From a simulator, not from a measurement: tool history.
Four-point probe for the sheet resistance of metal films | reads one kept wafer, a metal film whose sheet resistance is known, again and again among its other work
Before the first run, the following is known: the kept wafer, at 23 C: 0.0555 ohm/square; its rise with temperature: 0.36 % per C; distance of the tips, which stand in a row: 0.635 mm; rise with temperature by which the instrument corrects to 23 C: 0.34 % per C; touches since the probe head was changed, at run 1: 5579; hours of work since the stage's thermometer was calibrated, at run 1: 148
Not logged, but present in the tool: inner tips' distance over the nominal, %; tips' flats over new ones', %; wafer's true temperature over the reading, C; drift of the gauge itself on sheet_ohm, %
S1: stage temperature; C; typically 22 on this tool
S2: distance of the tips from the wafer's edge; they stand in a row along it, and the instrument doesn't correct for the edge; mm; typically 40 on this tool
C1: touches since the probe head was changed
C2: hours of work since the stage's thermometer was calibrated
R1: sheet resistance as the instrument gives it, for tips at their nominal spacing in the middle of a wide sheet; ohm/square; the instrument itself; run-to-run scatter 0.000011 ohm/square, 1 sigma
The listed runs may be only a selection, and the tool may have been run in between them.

{"run": 1, "hour": 0.0, "S1": 22, "S2": 40, "C1": 5579, "C2": 148, "R1": 0.055619}
{"run": 2, "hour": 20.3, "S1": 22, "S2": 40, "C1": 6052, "C2": 163, "R1": 0.055641}
{"run": 3, "hour": 32.2, "S1": 22, "S2": 40, "C1": 6329, "C2": 172, "R1": 0.055626}
{"run": 4, "hour": 50.0, "S1": 30, "S2": 40, "C1": 6744, "C2": 186, "R1": 0.055707}
{"run": 5, "hour": 68.5, "S1": 30, "S2": 40, "C1": 7176, "C2": 200, "R1": 0.055725}
{"run": 6, "hour": 79.8, "S1": 30, "S2": 40, "C1": 7439, "C2": 209, "R1": 0.055718}
{"run": 7, "hour": 93.6, "S1": 22, "S2": 6, "C1": 7760, "C2": 219, "R1": 0.055943}
{"run": 8, "hour": 104.1, "S1": 22, "S2": 40, "C1": 8006, "C2": 227, "R1": 0.055604}
{"run": 9, "hour": 125.6, "S1": 22, "S2": 40, "C1": 8506, "C2": 244, "R1": 0.055624}
{"run": 10, "hour": 136.9, "S1": 22, "S2": 40, "C1": 8771, "C2": 253, "R1": 0.055615}
{"run": 11, "hour": 153.5, "S1": 22, "S2": 40, "C1": 9158, "C2": 265, "R1": 0.055606}
{"run": 12, "hour": 171.4, "S1": 22, "S2": 40, "C1": 9574, "C2": 279, "R1": 0.055633}
{"run": 13, "hour": 189.6, "S1": 22, "S2": 48, "C1": 9998, "C2": 293, "R1": 0.055607}
{"run": 14, "hour": 205.4, "S1": 22, "S2": 40, "C1": 10368, "C2": 305, "R1": 0.055594}
{"run": 15, "hour": 223.8, "S1": 21, "S2": 5, "C1": 10796, "C2": 319, "R1": 0.056059}
{"run": 16, "hour": 242.3, "S1": 29, "S2": 22, "C1": 11227, "C2": 333, "R1": 0.055705}
{"run": 17, "hour": 264.7, "S1": 23, "S2": 40, "C1": 11748, "C2": 350, "R1": 0.055619}
{"run": 18, "hour": 286.7, "S1": 22, "S2": 12, "C1": 12261, "C2": 367, "R1": 0.055672}
{"run": 19, "hour": 310.3, "S1": 24, "S2": 4, "C1": 12813, "C2": 385, "R1": 0.056347}
{"run": 20, "hour": 334.6, "S1": 22, "S2": 11, "C1": 13379, "C2": 404, "R1": 0.05569}
{"run": 21, "hour": 352.2, "S1": 31, "S2": 14, "C1": 13790, "C2": 417, "R1": 0.055771}
{"run": 22, "hour": 364.4, "S1": 22, "S2": 3, "C1": 14073, "C2": 427, "R1": 0.056887}
{"run": 23, "hour": 387.3, "S1": 22, "S2": 55, "C1": 14608, "C2": 444, "R1": 0.055568}
{"run": 24, "hour": 400.5, "S1": 31, "S2": 45, "C1": 14914, "C2": 454, "R1": 0.055704}
{"run": 25, "hour": 412.3, "S1": 23, "S2": 24, "C1": 15192, "C2": 463, "R1": 0.055603}
{"run": 26, "hour": 426.9, "S1": 31, "S2": 40, "C1": 15531, "C2": 474, "R1": 0.055734}
{"run": 27, "hour": 447.5, "S1": 30, "S2": 66, "C1": 16011, "C2": 490, "R1": 0.0557}

Per-run results on a tool with no hidden state, each run keeping its own random variation:
run=1 R1=0.055485
run=2 R1=0.055510
run=3 R1=0.055496
run=4 R1=0.055580
run=5 R1=0.055599
run=6 R1=0.055593
run=7 R1=0.055818
run=8 R1=0.055481
run=9 R1=0.055503
run=10 R1=0.055496
run=11 R1=0.055488
run=12 R1=0.055517
run=13 R1=0.055493
run=14 R1=0.055482
run=15 R1=0.055948
run=16 R1=0.055596
run=17 R1=0.055512
run=18 R1=0.055568
run=19 R1=0.056244
run=20 R1=0.055590
run=21 R1=0.055673
run=22 R1=0.056788
run=23 R1=0.055473
run=24 R1=0.055612
run=25 R1=0.055511
run=26 R1=0.055643
run=27 R1=0.055612

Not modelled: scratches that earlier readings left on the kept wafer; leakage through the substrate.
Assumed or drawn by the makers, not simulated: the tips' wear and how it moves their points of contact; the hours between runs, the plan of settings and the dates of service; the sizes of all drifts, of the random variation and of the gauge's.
